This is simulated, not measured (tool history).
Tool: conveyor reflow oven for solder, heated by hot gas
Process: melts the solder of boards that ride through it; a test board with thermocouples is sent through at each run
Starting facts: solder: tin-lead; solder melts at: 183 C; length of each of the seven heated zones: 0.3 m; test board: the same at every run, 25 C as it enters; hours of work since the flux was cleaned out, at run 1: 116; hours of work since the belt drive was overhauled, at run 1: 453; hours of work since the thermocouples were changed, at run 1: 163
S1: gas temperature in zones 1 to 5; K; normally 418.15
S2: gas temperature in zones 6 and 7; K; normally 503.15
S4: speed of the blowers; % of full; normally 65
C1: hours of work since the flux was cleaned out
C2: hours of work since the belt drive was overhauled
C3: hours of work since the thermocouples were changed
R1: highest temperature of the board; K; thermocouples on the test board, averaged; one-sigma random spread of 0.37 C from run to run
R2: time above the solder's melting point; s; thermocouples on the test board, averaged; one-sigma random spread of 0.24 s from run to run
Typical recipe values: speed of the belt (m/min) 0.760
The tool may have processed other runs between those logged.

Run 1, day 0.000: usual settings; C1 116; C2 453; C3 163. Result: R1 482.75 K, R2 32.6 s.
Run 2, day 0.733: usual settings; C1 129; C2 465; C3 176. Result: R1 482.45 K, R2 32.3 s.
Run 3, day 1.654: usual settings; C1 144; C2 481; C3 191. Result: R1 482.25 K, R2 33.0 s.
Run 4, day 2.258: usual settings but speed of the belt (m/min) 0.750; C1 155; C2 492; C3 202. Result: R1 482.55 K, R2 33.0 s.
Run 5, day 3.204: usual settings but speed of the belt (m/min) 0.750; C1 171; C2 508; C3 218. Result: R1 482.35 K, R2 33.0 s.
Run 6, day 4.342: usual settings but speed of the belt (m/min) 0.750; C1 191; C2 527; C3 238. Result: R1 483.45 K, R2 33.1 s.
Run 7, day 4.821: usual settings but speed of the belt (m/min) 0.750; C1 199; C2 536; C3 246. Result: R1 482.15 K, R2 32.4 s.
Run 8, day 5.375: usual settings but S1 417.15 K, S2 504.15 K, speed of the belt (m/min) 0.729, S4 71 % of full; C1 208; C2 545; C3 255. Result: R1 484.55 K, R2 35.8 s.
Run 9, day 6.200: usual settings but S4 76 % of full; C1 222; C2 559; C3 269. Result: R1 483.95 K, R2 33.2 s.
Run 10, day 6.958: usual settings but S4 51 % of full; C1 236; C2 572; C3 283. Result: R1 478.65 K, R2 29.6 s.
Run 11, day 7.912: usual settings but S1 421.15 K, S2 504.15 K, speed of the belt (m/min) 0.906, S4 69 % of full; C1 252; C2 589; C3 299. Result: R1 477.55 K, R2 24.7 s.
Run 12, day 8.379: usual settings but S1 428.15 K, S2 498.15 K, speed of the belt (m/min) 0.904, S4 71 % of full; C1 260; C2 597; C3 307. Result: R1 475.85 K, R2 25.0 s.
Run 13, day 8.962: usual settings but S2 495.15 K, speed of the belt (m/min) 0.630, S4 78 % of full; C1 270; C2 607; C3 317. Result: R1 482.25 K, R2 40.9 s.
At day 9.821: flux residue cleaned out of gas plates and filters.
Run 14, day 9.829: usual settings but S2 495.15 K, speed of the belt (m/min) 0.630, S4 78 % of full; C1 0; C2 618; C3 328. Result: R1 483.35 K, R2 42.2 s.

Alternative continuations, all from the tool just after run 14; predict every row:
Run A, day 10.842: usual settings but S1 430.15 K, S2 492.15 K, speed of the belt (m/min) 0.902, S4 78 % of full; C1 18; C2 636; C3 346. Result: R1 ?, R2 ?.
Run B, day 10.842: usual settings but S2 495.15 K; C1 18; C2 636; C3 346. Result: R1 ?, R2 ?.
Run C, day 10.842: usual settings but S2 495.15 K, speed of the belt (m/min) 0.673, S4 73 % of full; C1 18; C2 636; C3 346. Result: R1 ?, R2 ?.

run      R1    R2
  A  474.45  24.8
  B  476.45  28.7
  C  480.75  37.3
Take away the tool's hidden state, keep each run's random variation, and the runs would have read:
run      R1    R2
  A  475.35  24.8
  B  477.35  28.8
  C  481.85  37.2
